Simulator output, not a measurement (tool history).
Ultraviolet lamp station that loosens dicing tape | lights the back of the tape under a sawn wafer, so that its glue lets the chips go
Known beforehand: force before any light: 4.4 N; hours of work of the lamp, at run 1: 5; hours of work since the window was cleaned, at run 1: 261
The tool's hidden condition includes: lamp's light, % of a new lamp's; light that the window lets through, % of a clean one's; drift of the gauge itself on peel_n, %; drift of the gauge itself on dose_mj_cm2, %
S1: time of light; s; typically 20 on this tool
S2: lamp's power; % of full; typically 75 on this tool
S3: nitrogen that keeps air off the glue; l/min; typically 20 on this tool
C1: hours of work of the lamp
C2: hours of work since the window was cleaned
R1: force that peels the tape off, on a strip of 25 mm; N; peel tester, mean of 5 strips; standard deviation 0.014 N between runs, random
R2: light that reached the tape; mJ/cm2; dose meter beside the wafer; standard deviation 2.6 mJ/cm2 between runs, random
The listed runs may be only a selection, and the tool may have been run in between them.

| run | hour | S1 | S2 | S3 | C1 | C2 | R1 | R2 |
|---|---|---|---|---|---|---|---|---|
| 1 | 0 | 20 | 75 | 20 | 5 | 261 | 0.718 | 305 |
| 2 | 12.7 | 20 | 75 | 20 | 11 | 268 | 0.713 | 306 |
| 3 | 29.7 | 20 | 75 | 20 | 19 | 276 | 0.69 | 304 |
| 4 | 46.3 | 14 | 75 | 20 | 28 | 285 | 1.175 | 213 |
| 5 | 70.9 | 14 | 75 | 20 | 40 | 297 | 1.173 | 211 |
| 6 | 89.9 | 14 | 75 | 20 | 50 | 307 | 1.194 | 211 |
| 7 | 109.9 | 11 | 75 | 20 | 60 | 317 | 1.524 | 164 |
| 8 | 134.9 | 11 | 75 | 20 | 72 | 329 | 1.539 | 167 |
| 9 | 150.4 | 20 | 75 | 20 | 80 | 337 | 0.734 | 298 |
| 10 | 167 | 20 | 60 | 20 | 88 | 345 | 1.1 | 231 |
| 11 | 183.3 | 20 | 60 | 20 | 96 | 353 | 1.024 | 231 |
| 12 | 196.4 | 27 | 60 | 20 | 103 | 360 | 0.691 | 313 |
| 13 | 213.5 | 20 | 75 | 20 | 112 | 368 | 0.764 | 287 |
| 14 | 236.4 | 20 | 75 | 20 | 123 | 380 | 0.799 | 285 |
| 15 | 256.3 | 20 | 75 | 20 | 133 | 390 | 0.81 | 285 |
| 16 | 277.4 | 20 | 75 | 20 | 144 | 400 | 0.837 | 280 |
| 17 | 295.6 | 19 | 75 | 20 | 153 | 410 | 0.851 | 263 |
| 18 | 308.9 | 19 | 75 | 20 | 159 | 416 | 0.888 | 261 |
| 19 | 333.6 | 20 | 91 | 20 | 172 | 429 | 0.624 | 334 |
| 20 | 356 | 20 | 91 | 20 | 183 | 440 | 0.599 | 331 |
| 21 | 368.1 | 20 | 75 | 18 | 189 | 446 | 0.898 | 273 |
| 22 | 384.5 | 11 | 75 | 20 | 197 | 454 | 1.756 | 148 |
| 23 | 401.5 | 22 | 78 | 26 | 206 | 463 | 0.618 | 309 |
| 24 | 425.6 | 29 | 78 | 26 | 218 | 475 | 0.399 | 405 |
| 25 | 443.2 | 20 | 75 | 13 | 227 | 484 | 1.027 | 266 |
| 26 | 458 | 20 | 75 | 13 | 234 | 491 | 0.993 | 266 |
| 27 | 482.1 | 14 | 75 | 20 | 246 | 503 | 1.393 | 183 |
| 28 | 503 | 21 | 75 | 9 | 257 | 513 | 1.142 | 271 |
| 29 | 518.3 | 21 | 78 | 25 | 264 | 521 | 0.744 | 285 |
| 30 | 534.3 | 21 | 78 | 25 | 272 | 529 | 0.735 | 279 |
| 31 | 551.7 | 18 | 62 | 39 | 281 | 538 | 1.167 | 187 |
|  | 570.2 | window cleaned of glue's vapour |
| 32 | 570.2 | 15 | 75 | 20 | 290 | 0 | 1.276 | 202 |
| 33 | 589.7 | 23 | 67 | 8 | 300 | 10 | 1.128 | 273 |
| 34 | 603.8 | 21 | 67 | 8 | 307 | 17 | 1.319 | 243 |
| 35 | 625.8 | 21 | 67 | 8 | 318 | 28 | 1.367 | 249 |
| 36 | 646.5 | 20 | 100 | 37 | 328 | 38 | 0.455 | 349 |
| 37 | 670.3 | 22 | 69 | 37 | 340 | 50 | 0.754 | 260 |
| 38 | 694.9 | 35 | 86 | 9 | 352 | 62 | 0.417 | 514 |
| 39 | 706.3 | 35 | 86 | 9 | 358 | 68 | 0.428 | 509 |
| 40 | 720.5 | 18 | 86 | 9 | 365 | 75 | 1.174 | 260 |
| 41 | 733.5 | 25 | 87 | 20 | 372 | 82 | 0.537 | 364 |
| 42 | 754 | 23 | 66 | 12 | 382 | 92 | 1.129 | 255 |
| 43 | 774.2 | 23 | 66 | 12 | 392 | 102 | 1.096 | 247 |
| 44 | 786.5 | 36 | 61 | 23 | 398 | 108 | 0.492 | 358 |

What if the next run were any one of these 3? Each begins from the tool's condition after run 44:
| A | 801.7 | 26 | 75 | 18 | 406 | 116 | ? | ? |
| B | 801.7 | 29 | 63 | 21 | 406 | 116 | ? | ? |
| C | 801.7 | 36 | 76 | 9 | 406 | 116 | ? | ? |

| run | R1 | R2 |
|---|---|---|
| A | 0.692 | 317 |
| B | 0.723 | 297 |
| C | 0.529 | 450 |
Had the tool no hidden state, the same runs would have come out as:
| run | R1 | R2 |
|---|---|---|
| A | 0.441 | 415 |
| B | 0.458 | 389 |
| C | 0.331 | 590 |
